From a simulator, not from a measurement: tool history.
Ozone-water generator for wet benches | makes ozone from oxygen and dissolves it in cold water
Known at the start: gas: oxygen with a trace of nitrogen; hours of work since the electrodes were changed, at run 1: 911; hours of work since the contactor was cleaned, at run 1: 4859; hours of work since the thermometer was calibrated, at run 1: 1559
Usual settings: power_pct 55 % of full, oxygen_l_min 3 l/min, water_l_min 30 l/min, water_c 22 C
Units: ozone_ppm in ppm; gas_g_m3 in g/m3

run,hour,power_pct,oxygen_l_min,water_l_min,water_c,hours of work since the electrodes were changed,hours of work since the contactor was cleaned,hours of work since the thermometer was calibrated,ozone_ppm,gas_g_m3
1,0,55,3,30,22,911,4859,1559,6.37,140.4
2,75.7,55,3,30,22,967,4916,1616,6.39,140
3,204.5,55,3,30,22,1064,5013,1712,6.31,138.6
4,273.8,55,3,30,22,1116,5064,1764,6.35,141
5,411.4,45,3,30,22,1219,5167,1867,5.28,115.4
6,474.6,45,3,30,22,1266,5215,1915,5.29,115.2
7,559.1,49,3,30,22,1329,5278,1978,5.72,125.4
8,626.1,49,3,30,22,1379,5328,2028,5.67,124.6
9,691.1,49,3,30,22,1428,5377,2077,5.77,125.3
10,818,88,3,30,22,1523,5472,2172,9.62,212.2
11,953.8,55,3,32,22,1625,5573,2273,5.87,138.2
12,1010,55,3,32,22,1667,5616,2315,5.82,138.5
13,1123.5,55,3,30,22,1752,5701,2400,6.31,137.3
14,1217.4,55,3,19,22,1822,5771,2471,10.24,136.7
15,1317.7,55,3,30,19,1897,5846,2546,6.35,137
16,1383.4,98,3,18,29,1946,5895,2595,16.57,229.4
17,1488,67,3,30,14,2024,5973,2673,7.75,164.2
18,1577.7,67,3,30,14,2092,6041,2740,7.86,160.3
19,1679.9,94,3,30,19,2168,6117,2817,10.29,219.6
20,1782.4,55,3,34,22,2245,6194,2894,5.17,136.9
21,1890.4,55,3,36,22,2326,6275,2974,4.97,137
22,2023.4,55,3,36,22,2425,6374,3074,5.06,136.3
23,2150.7,55,3,36,22,2521,6469,3169,5,134.4
24,2244.4,55,3,36,22,2591,6540,3239,4.88,134.9
25,2346.2,55,3.99,30,18,2667,6616,3316,6.84,120.4
26,2416.5,57,3,30,19,2720,6669,3368,6.47,139.7
27,2530.9,57,3,30,19,2805,6754,3454,6.43,140

Some steps in ozone_ppm between neighbouring runs. How much of each would the tool show without its hidden state too (settings, what came in, random variation), and how much is left for the hidden state, with any gauge scatter that isn't in both results?
The hidden state here: yield of the discharge, % of new electrodes'; contactor's efficiency, % of a clean one's; true water temperature over the reading, C; drift of the gauge itself on ozone_ppm, %; drift of the gauge itself on gas_g_m3, %.
Run 15 -> 16: power_pct 55 -> 98, water_l_min 30 -> 18, water_c 19 -> 29. ozone_ppm +10.22 ppm: hidden state -1.16, all else +11.38.
Run 16 -> 17: power_pct 98 -> 67, water_l_min 18 -> 30, water_c 29 -> 14. ozone_ppm -8.82 ppm: hidden state +0.95, all else -9.77.
